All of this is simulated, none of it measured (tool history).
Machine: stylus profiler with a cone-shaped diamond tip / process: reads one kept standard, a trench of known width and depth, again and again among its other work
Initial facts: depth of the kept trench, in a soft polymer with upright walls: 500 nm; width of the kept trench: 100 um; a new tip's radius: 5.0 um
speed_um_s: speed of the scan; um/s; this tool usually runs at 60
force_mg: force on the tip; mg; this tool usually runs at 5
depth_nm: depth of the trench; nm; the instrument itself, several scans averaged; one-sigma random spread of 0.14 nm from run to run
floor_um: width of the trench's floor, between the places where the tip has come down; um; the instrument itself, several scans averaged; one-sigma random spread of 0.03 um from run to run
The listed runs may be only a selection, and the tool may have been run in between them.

run 1 hour=0 | speed_um_s=60 force_mg=5 | depth_nm=512.82 floor_um=95.25
run 2 hour=36.1 | speed_um_s=60 force_mg=5 | depth_nm=513.28 floor_um=95.29
run 3 hour=98.9 | speed_um_s=60 force_mg=5 | depth_nm=513.28 floor_um=95.28
run 4 hour=146.7 | speed_um_s=60 force_mg=3.1 | depth_nm=510.01 floor_um=95.17
run 5 hour=216.3 | speed_um_s=60 force_mg=3.1 | depth_nm=510.1 floor_um=95.29
run 6 hour=279.3 | speed_um_s=123 force_mg=3.1 | depth_nm=510.04 floor_um=95.09
run 7 hour=326.2 | speed_um_s=123 force_mg=3.1 | depth_nm=510.15 floor_um=95.14
run 8 hour=381.7 | speed_um_s=60 force_mg=2.14 | depth_nm=508.48 floor_um=95.15
run 9 hour=447.1 | speed_um_s=60 force_mg=3.1 | depth_nm=510.2 floor_um=95.25
run 10 hour=505 | speed_um_s=60 force_mg=5 | depth_nm=513.28 floor_um=95.2
run 11 hour=565.9 | speed_um_s=215 force_mg=5 | depth_nm=513.59 floor_um=94.96
run 12 hour=611.8 | speed_um_s=215 force_mg=5 | depth_nm=513.59 floor_um=94.95
run 13 hour=689.4 | speed_um_s=60 force_mg=2.14 | depth_nm=508.26 floor_um=95.13
run 14 hour=763 | speed_um_s=60 force_mg=2.14 | depth_nm=508.16 floor_um=95.03
run 15 hour=825.9 | speed_um_s=60 force_mg=2.14 | depth_nm=508.76 floor_um=95.11
run 16 hour=896.6 | speed_um_s=56 force_mg=3.96 | depth_nm=512.09 floor_um=95.15
run 17 hour=940.4 | speed_um_s=56 force_mg=3.96 | depth_nm=511.97 floor_um=95.12
run 18 hour=990.9 | speed_um_s=37 force_mg=4.44 | depth_nm=513.01 floor_um=95.19
run 19 hour=1064.2 | speed_um_s=57 force_mg=2.96 | depth_nm=510.78 floor_um=95.08
run 20 hour=1137.2 | speed_um_s=33 force_mg=2.38 | depth_nm=509.26 floor_um=95.16
run 21 hour=1195.1 | speed_um_s=33 force_mg=2.38 | depth_nm=509.6 floor_um=95.12
run 22 hour=1226.9 | speed_um_s=33 force_mg=2.38 | depth_nm=509.64 floor_um=95.1
run 23 hour=1260.4 | speed_um_s=37 force_mg=4.3 | depth_nm=513.07 floor_um=95.1
run 24 hour=1296 | speed_um_s=193 force_mg=5 | depth_nm=514.25 floor_um=94.89
run 25 hour=1373.7 | speed_um_s=71 force_mg=2.32 | depth_nm=509.45 floor_um=95.01

Predict each of these 4 candidate next runs independently; none follows another, all start after run 25:
run A hour=1429.7 | speed_um_s=151 force_mg=2.32 | depth_nm=? floor_um=?
run B hour=1429.7 | speed_um_s=60 force_mg=6.11 | depth_nm=? floor_um=?
run C hour=1429.7 | speed_um_s=19 force_mg=9.69 | depth_nm=? floor_um=?
run D hour=1429.7 | speed_um_s=78 force_mg=11.71 | depth_nm=? floor_um=?

run=A depth_nm=509.79 floor_um=94.86
run=B depth_nm=516.03 floor_um=95.05
run=C depth_nm=521.34 floor_um=95.14
run=D depth_nm=523.62 floor_um=95.06
The same runs, with their run-to-run variation unchanged, on a tool lacking any hidden condition would have given:
run=A depth_nm=507.5 floor_um=95.38
run=B depth_nm=513.71 floor_um=95.57
run=C depth_nm=518.99 floor_um=95.65
run=D depth_nm=521.26 floor_um=95.57

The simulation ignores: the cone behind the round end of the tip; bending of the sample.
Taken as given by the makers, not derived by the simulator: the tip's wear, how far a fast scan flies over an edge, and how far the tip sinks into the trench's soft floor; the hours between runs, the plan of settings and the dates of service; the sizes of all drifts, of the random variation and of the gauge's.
